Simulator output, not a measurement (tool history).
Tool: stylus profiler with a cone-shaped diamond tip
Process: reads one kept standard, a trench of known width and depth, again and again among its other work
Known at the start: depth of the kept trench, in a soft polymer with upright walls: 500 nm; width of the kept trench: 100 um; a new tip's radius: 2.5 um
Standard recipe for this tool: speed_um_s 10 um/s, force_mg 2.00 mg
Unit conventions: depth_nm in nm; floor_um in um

run	hour	speed_um_s	force_mg	depth_nm	floor_um
1	0.0	10	2.00	504.99	94.26
# hour 42.8: height scale calibrated on a step standard
2	102.1	10	1.89	503.90	94.20
3	198.6	10	2.00	503.93	94.11
4	312.2	10	2.00	504.06	94.09
# hour 348.2: new tip fitted, height scale calibrated
5	423.1	6	2.00	504.19	96.92
6	522.5	6	3.61	506.19	96.91
7	614.6	10	1.40	503.55	96.73
8	679.8	10	1.40	503.59	96.66
9	774.8	10	1.40	503.73	96.55
10	837.1	10	2.00	504.63	96.56
11	954.2	10	2.00	504.48	96.38
12	1074.1	10	2.00	504.76	96.24
13	1124.5	10	2.00	504.78	96.22
14	1233.0	10	2.00	504.75	96.19
15	1341.7	10	2.00	504.95	96.08
16	1419.4	10	2.00	505.04	96.04
17	1479.7	10	2.00	505.02	95.99
18	1584.3	30	2.00	505.17	95.76
19	1692.4	5	2.66	506.04	95.85
20	1753.0	5	5.45	508.80	95.77
21	1872.8	8	1.38	504.53	95.66
22	1991.4	10	3.18	506.89	95.63
23	2105.8	12	0.89	503.98	95.46
24	2164.2	3	3.05	506.92	95.56
# hour 2193.6: height scale calibrated on a step standard
25	2264.5	3	3.05	505.07	95.47
26	2355.9	9	5.06	507.23	95.42
27	2406.5	11	0.87	502.35	95.23
28	2480.5	13	1.67	503.63	95.20
29	2569.3	13	1.67	503.66	95.18
30	2689.5	13	1.67	503.73	95.10
31	2746.9	3	2.76	505.22	95.19
32	2862.7	3	4.25	506.86	95.06
33	2983.2	3	5.09	507.79	94.98
34	3087.5	3	2.13	504.63	94.89
35	3192.2	10	1.33	503.63	94.79

Results for each run, recomputed without the tool's hidden state and with each run's random variation untouched:
What the log doesn't record here: radius of the tip, um; height scale over the true one, %; drift of the gauge itself on depth_nm, %; drift of the gauge itself on floor_um, %.
run	depth_nm	floor_um
1	503.86	96.93
2	503.79	96.92
3	503.74	96.88
4	503.79	96.91
5	503.76	96.94
6	505.69	97.03
7	502.98	96.94
8	502.98	96.93
9	503.04	96.91
10	503.90	96.98
11	503.67	96.89
12	503.86	96.85
13	503.84	96.88
14	503.73	96.94
15	503.85	96.92
16	503.89	96.94
17	503.82	96.94
18	503.89	96.79
19	504.68	96.96
20	507.38	96.92
21	503.03	96.90
22	505.31	96.95
23	502.33	96.87
24	505.22	97.01
25	504.99	96.98
26	507.09	96.99
27	502.17	96.84
28	503.40	96.86
29	503.36	96.90
30	503.35	96.91
31	504.79	97.03
32	506.35	96.98
33	507.19	96.97
34	503.96	96.95
35	502.88	96.91
